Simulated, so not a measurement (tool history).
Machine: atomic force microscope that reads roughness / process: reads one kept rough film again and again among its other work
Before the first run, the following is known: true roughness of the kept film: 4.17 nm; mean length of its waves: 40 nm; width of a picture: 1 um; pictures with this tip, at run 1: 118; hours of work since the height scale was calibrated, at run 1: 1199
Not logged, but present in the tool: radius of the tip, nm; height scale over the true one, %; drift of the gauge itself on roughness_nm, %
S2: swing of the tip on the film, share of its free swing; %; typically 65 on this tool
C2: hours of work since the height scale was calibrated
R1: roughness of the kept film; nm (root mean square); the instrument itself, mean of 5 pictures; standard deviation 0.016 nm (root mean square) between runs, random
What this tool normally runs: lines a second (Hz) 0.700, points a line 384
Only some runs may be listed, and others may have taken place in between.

Run 1, hour 0.0: usual settings; pictures with this tip 118; C2 1199. Result: R1 3.637 nm (root mean square).
Run 2, hour 62.2: usual settings; pictures with this tip 253; C2 1243. Result: R1 3.516 nm (root mean square).
At hour 90.3: new tip fitted.
Run 3, hour 112.1: usual settings; pictures with this tip 47; C2 1277. Result: R1 3.707 nm (root mean square).
Run 4, hour 151.6: usual settings; pictures with this tip 133; C2 1305. Result: R1 3.602 nm (root mean square).
Run 5, hour 213.9: usual settings; pictures with this tip 269; C2 1348. Result: R1 3.493 nm (root mean square).
At hour 235.7: new tip fitted.
Run 6, hour 293.9: usual settings; pictures with this tip 126; C2 1404. Result: R1 3.641 nm (root mean square).
Run 7, hour 350.1: usual settings; pictures with this tip 249; C2 1443. Result: R1 3.512 nm (root mean square).
At hour 378.5: new tip fitted.
Run 8, hour 385.3: usual settings; pictures with this tip 15; C2 1467. Result: R1 3.748 nm (root mean square).
At hour 425.0: height scale calibrated on a step standard.
Run 9, hour 446.3: usual settings; pictures with this tip 145; C2 15. Result: R1 3.640 nm (root mean square).
Run 10, hour 490.7: usual settings; pictures with this tip 242; C2 46. Result: R1 3.574 nm (root mean square).
At hour 524.1: new tip fitted.
Run 11, hour 542.5: usual settings; pictures with this tip 40; C2 82. Result: R1 3.781 nm (root mean square).
Run 12, hour 614.6: usual settings but lines a second (Hz) 0.724; pictures with this tip 197; C2 132. Result: R1 3.613 nm (root mean square).
At hour 670.1: new tip fitted.
Run 13, hour 673.5: usual settings but lines a second (Hz) 0.724; pictures with this tip 7; C2 173. Result: R1 3.798 nm (root mean square).
Run 14, hour 749.4: usual settings but lines a second (Hz) 1.680; pictures with this tip 172; C2 226. Result: R1 3.455 nm (root mean square).
Run 15, hour 808.8: usual settings but lines a second (Hz) 1.680; pictures with this tip 301; C2 268. Result: R1 3.344 nm (root mean square).
At hour 816.2: new tip fitted.
Run 16, hour 859.9: usual settings but points a line 893; pictures with this tip 95; C2 303. Result: R1 3.738 nm (root mean square).
Run 17, hour 895.8: usual settings but points a line 437; pictures with this tip 173; C2 328. Result: R1 3.644 nm (root mean square).
At hour 963.1: new tip fitted.
Run 18, hour 969.4: usual settings but points a line 665; pictures with this tip 13; C2 379. Result: R1 3.769 nm (root mean square).
Run 19, hour 1043.9: usual settings; pictures with this tip 175; C2 431. Result: R1 3.635 nm (root mean square).
At hour 1111.3: new tip fitted.
Run 20, hour 1111.3: usual settings; pictures with this tip 0; C2 478. Result: R1 3.755 nm (root mean square).
Run 21, hour 1188.2: usual settings but lines a second (Hz) 0.614, S2 81 %, points a line 884; pictures with this tip 167; C2 532. Result: R1 3.491 nm (root mean square).
Run 22, hour 1238.8: usual settings but lines a second (Hz) 0.614, S2 63 %, points a line 660; pictures with this tip 277; C2 567. Result: R1 3.520 nm (root mean square).
At hour 1253.8: new tip fitted.
Run 23, hour 1281.7: usual settings but lines a second (Hz) 0.783, points a line 386; pictures with this tip 60; C2 597. Result: R1 3.705 nm (root mean square).
Run 24, hour 1362.0: usual settings but lines a second (Hz) 1.096, points a line 366; pictures with this tip 235; C2 653. Result: R1 3.501 nm (root mean square).
At hour 1396.6: new tip fitted.
Run 25, hour 1405.5: usual settings but lines a second (Hz) 0.690, S2 86 %, points a line 833; pictures with this tip 19; C2 683. Result: R1 3.580 nm (root mean square).
Run 26, hour 1455.3: usual settings but lines a second (Hz) 3.456, S2 74 %, points a line 524; pictures with this tip 128; C2 718. Result: R1 2.922 nm (root mean square).
Run 27, hour 1491.4: usual settings but lines a second (Hz) 3.456, S2 74 %, points a line 524; pictures with this tip 206; C2 743. Result: R1 2.867 nm (root mean square).
At hour 1544.3: new tip fitted.
Run 28, hour 1554.0: usual settings but lines a second (Hz) 3.456, S2 74 %, points a line 524; pictures with this tip 21; C2 786. Result: R1 3.024 nm (root mean square).
Run 29, hour 1600.6: usual settings but lines a second (Hz) 3.456, S2 74 %, points a line 524; pictures with this tip 122; C2 819. Result: R1 2.931 nm (root mean square).
Run 30, hour 1680.7: usual settings but lines a second (Hz) 2.233, S2 66 %, points a line 278; pictures with this tip 296; C2 875. Result: R1 3.221 nm (root mean square).
At hour 1687.9: new tip fitted.
Run 31, hour 1735.4: usual settings but lines a second (Hz) 2.233, S2 67 %, points a line 369; pictures with this tip 103; C2 913. Result: R1 3.380 nm (root mean square).
Run 32, hour 1792.5: usual settings but lines a second (Hz) 2.233, S2 67 %, points a line 836; pictures with this tip 227; C2 953. Result: R1 3.280 nm (root mean square).
At hour 1834.6: new tip fitted.
Run 33, hour 1835.9: usual settings but lines a second (Hz) 1.990, S2 83 %, points a line 836; pictures with this tip 3; C2 983. Result: R1 3.103 nm (root mean square).
Run 34, hour 1889.8: usual settings but lines a second (Hz) 1.338, S2 57 %, points a line 930; pictures with this tip 120; C2 1020. Result: R1 3.654 nm (root mean square).
Run 35, hour 1938.8: usual settings but lines a second (Hz) 1.338, S2 57 %, points a line 930; pictures with this tip 226; C2 1055. Result: R1 3.527 nm (root mean square).
At hour 1980.5: new tip fitted.
Run 36, hour 1997.3: usual settings but lines a second (Hz) 1.999, S2 57 %, points a line 830; pictures with this tip 37; C2 1095. Result: R1 3.705 nm (root mean square).
Run 37, hour 2043.0: usual settings but lines a second (Hz) 1.448, S2 79 %; pictures with this tip 136; C2 1127. Result: R1 3.254 nm (root mean square).
Run 38, hour 2115.3: usual settings but S2 77 %, points a line 692; pictures with this tip 293; C2 1178. Result: R1 3.387 nm (root mean square).
At hour 2125.1: new tip fitted.
Run 39, hour 2168.7: usual settings but lines a second (Hz) 1.132, S2 77 %, points a line 692; pictures with this tip 95; C2 1215. Result: R1 3.413 nm (root mean square).

For each run, the measured value with the value that run would have given without the tool's hidden condition subtracted. The run-to-run variation is shared by both, the gauge scatter possibly not:
run      R1
  1  -0.173
  2  -0.298
  3  -0.113
  4  -0.196
  5  -0.333
  6  -0.181
  7  -0.297
  8  -0.069
  9  -0.158
 10  -0.244
 11  -0.047
 12  -0.199
 13  -0.010
 14  -0.175
 15  -0.303
 16  -0.110
 17  -0.186
 18  -0.035
 19  -0.188
 20  -0.026
 21  -0.195
 22  -0.325
 23  -0.074
 24  -0.249
 25  -0.035
 26  -0.124
 27  -0.187
 28  -0.044
 29  -0.132
 30  -0.312
 31  -0.121
 32  -0.231
 33  -0.032
 34  -0.165
 35  -0.269
 36  -0.068
 37  -0.157
 38  -0.325
 39  -0.131
